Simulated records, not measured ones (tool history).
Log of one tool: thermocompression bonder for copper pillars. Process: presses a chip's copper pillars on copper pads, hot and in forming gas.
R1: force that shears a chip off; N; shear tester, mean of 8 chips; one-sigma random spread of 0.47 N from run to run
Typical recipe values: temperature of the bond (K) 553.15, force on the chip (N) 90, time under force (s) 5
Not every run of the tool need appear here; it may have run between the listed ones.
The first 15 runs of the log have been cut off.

Run 16, hour 216.8: usual settings. Result: R1 62.2 N.
Run 17, hour 233.1: usual settings but temperature of the bond (K) 560.15, time under force (s) 7. Result: R1 74.8 N.
Run 18, hour 247.2: usual settings but temperature of the bond (K) 560.15, time under force (s) 7. Result: R1 75.7 N.
Run 19, hour 265.1: usual settings but temperature of the bond (K) 560.15, time under force (s) 7. Result: R1 75.6 N.
Run 20, hour 274.2: usual settings but temperature of the bond (K) 566.15, force on the chip (N) 104, time under force (s) 8. Result: R1 88.2 N.
Run 21, hour 282.6: usual settings but temperature of the bond (K) 538.15, force on the chip (N) 104, time under force (s) 4. Result: R1 49.7 N.
Run 22, hour 296.3: usual settings but temperature of the bond (K) 538.15, force on the chip (N) 104, time under force (s) 4. Result: R1 49.9 N.
Run 23, hour 306.7: usual settings but temperature of the bond (K) 565.15. Result: R1 69.8 N.
Run 24, hour 316.5: usual settings but time under force (s) 6. Result: R1 65.8 N.
Run 25, hour 330.1: usual settings but time under force (s) 6. Result: R1 65.1 N.
Run 26, hour 338.9: usual settings but time under force (s) 6. Result: R1 63.8 N.
Run 27, hour 351.2: usual settings but time under force (s) 6. Result: R1 64.9 N.
Run 28, hour 368.3: usual settings but temperature of the bond (K) 528.15, force on the chip (N) 131, time under force (s) 6. Result: R1 57.3 N.

Run 29 has not been measured yet. What should we expect?
Run 29, hour 377.1: usual settings but temperature of the bond (K) 528.15, force on the chip (N) 131, time under force (s) 6. Result: R1 ?.

{"run 29": {"R1": 57.5}}
Were there no unlogged condition in the tool, this run, its random variation unchanged, would have produced R1 59.5 N.
